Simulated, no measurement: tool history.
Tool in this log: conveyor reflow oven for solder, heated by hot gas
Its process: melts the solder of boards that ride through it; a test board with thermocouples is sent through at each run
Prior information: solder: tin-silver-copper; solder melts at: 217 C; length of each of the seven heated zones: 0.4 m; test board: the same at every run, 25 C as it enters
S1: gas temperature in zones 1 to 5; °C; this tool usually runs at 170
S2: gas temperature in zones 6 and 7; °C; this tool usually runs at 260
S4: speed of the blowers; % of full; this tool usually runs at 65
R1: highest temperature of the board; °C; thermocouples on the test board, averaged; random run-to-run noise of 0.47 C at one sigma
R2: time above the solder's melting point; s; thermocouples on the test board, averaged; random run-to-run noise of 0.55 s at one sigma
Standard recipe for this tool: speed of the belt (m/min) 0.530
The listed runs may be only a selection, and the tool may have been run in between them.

{"run": 1, "hour": 0.0, "S1": 170, "S2": 260, "speed of the belt (m/min)": 0.53, "S4": 65, "R1": 244.5, "R2": 59.4}
{"run": 2, "hour": 9.1, "S1": 170, "S2": 260, "speed of the belt (m/min)": 0.53, "S4": 65, "R1": 243.9, "R2": 60.3}
{"run": 3, "hour": 24.4, "S1": 170, "S2": 260, "speed of the belt (m/min)": 0.53, "S4": 71, "R1": 244.8, "R2": 61.0}
{"run": 4, "hour": 36.9, "S1": 170, "S2": 260, "speed of the belt (m/min)": 0.53, "S4": 65, "R1": 243.6, "R2": 60.0}
{"run": 5, "hour": 47.8, "S1": 170, "S2": 260, "speed of the belt (m/min)": 0.53, "S4": 65, "R1": 243.9, "R2": 60.9}
{"run": 6, "hour": 59.5, "S1": 170, "S2": 260, "speed of the belt (m/min)": 0.53, "S4": 65, "R1": 244.2, "R2": 58.9}
{"run": 7, "hour": 68.6, "S1": 170, "S2": 260, "speed of the belt (m/min)": 0.53, "S4": 65, "R1": 244.7, "R2": 59.8}
{"run": 8, "hour": 74.8, "S1": 170, "S2": 260, "speed of the belt (m/min)": 0.53, "S4": 65, "R1": 243.6, "R2": 59.9}
{"run": 9, "hour": 85.7, "S1": 170, "S2": 260, "speed of the belt (m/min)": 0.53, "S4": 65, "R1": 242.8, "R2": 59.7}
{"hour": 91.5, "done": "flux residue cleaned out of gas plates and filters"}
{"run": 10, "hour": 104.8, "S1": 170, "S2": 263, "speed of the belt (m/min)": 0.53, "S4": 65, "R1": 247.1, "R2": 61.2}
{"run": 11, "hour": 119.4, "S1": 170, "S2": 263, "speed of the belt (m/min)": 0.53, "S4": 65, "R1": 246.5, "R2": 61.8}
{"run": 12, "hour": 127.6, "S1": 170, "S2": 260, "speed of the belt (m/min)": 0.428, "S4": 65, "R1": 249.7, "R2": 83.7}
{"hour": 137.6, "done": "flux residue cleaned out of gas plates and filters, once more"}
{"run": 13, "hour": 140.8, "S1": 170, "S2": 260, "speed of the belt (m/min)": 0.428, "S4": 65, "R1": 249.6, "R2": 84.2}
{"run": 14, "hour": 154.0, "S1": 176, "S2": 256, "speed of the belt (m/min)": 0.482, "S4": 53, "R1": 242.4, "R2": 66.5}
{"run": 15, "hour": 169.3, "S1": 179, "S2": 256, "speed of the belt (m/min)": 0.514, "S4": 53, "R1": 240.5, "R2": 61.7}
{"run": 16, "hour": 181.8, "S1": 165, "S2": 263, "speed of the belt (m/min)": 0.514, "S4": 53, "R1": 244.4, "R2": 59.8}
{"run": 17, "hour": 193.7, "S1": 170, "S2": 260, "speed of the belt (m/min)": 0.528, "S4": 65, "R1": 245.0, "R2": 60.4}
{"run": 18, "hour": 207.6, "S1": 185, "S2": 273, "speed of the belt (m/min)": 0.625, "S4": 53, "R1": 250.4, "R2": 59.4}
{"run": 19, "hour": 219.0, "S1": 170, "S2": 260, "speed of the belt (m/min)": 0.45, "S4": 74, "R1": 249.0, "R2": 79.6}
{"run": 20, "hour": 226.0, "S1": 169, "S2": 274, "speed of the belt (m/min)": 0.515, "S4": 69, "R1": 258.5, "R2": 74.2}
{"run": 21, "hour": 233.3, "S1": 183, "S2": 260, "speed of the belt (m/min)": 0.53, "S4": 86, "R1": 249.0, "R2": 72.5}
{"run": 22, "hour": 243.2, "S1": 183, "S2": 260, "speed of the belt (m/min)": 0.53, "S4": 86, "R1": 247.9, "R2": 71.4}
{"run": 23, "hour": 256.6, "S1": 159, "S2": 260, "speed of the belt (m/min)": 0.53, "S4": 74, "R1": 243.9, "R2": 56.6}
{"run": 24, "hour": 263.2, "S1": 169, "S2": 259, "speed of the belt (m/min)": 0.513, "S4": 72, "R1": 244.8, "R2": 64.2}
{"run": 25, "hour": 272.5, "S1": 169, "S2": 265, "speed of the belt (m/min)": 0.513, "S4": 71, "R1": 249.4, "R2": 68.4}

3 ways to go on from here, each from the tool as it stands after run 25. What would each give?
{"run": "A", "hour": 280.1, "S1": 159, "S2": 265, "speed of the belt (m/min)": 0.513, "S4": 70, "R1": "?", "R2": "?"}
{"run": "B", "hour": 280.1, "S1": 170, "S2": 260, "speed of the belt (m/min)": 0.578, "S4": 65, "R1": "?", "R2": "?"}
{"run": "C", "hour": 280.1, "S1": 170, "S2": 272, "speed of the belt (m/min)": 0.53, "S4": 65, "R1": "?", "R2": "?"}

run=A R1=248.8 R2=63.3
run=B R1=240.8 R2=50.7
run=C R1=254.4 R2=70.0
With the hidden condition removed and each run's random variation left untouched, the same runs would have given:
run=A R1=251.6 R2=65.3
run=B R1=243.5 R2=53.1
run=C R1=257.2 R2=71.5
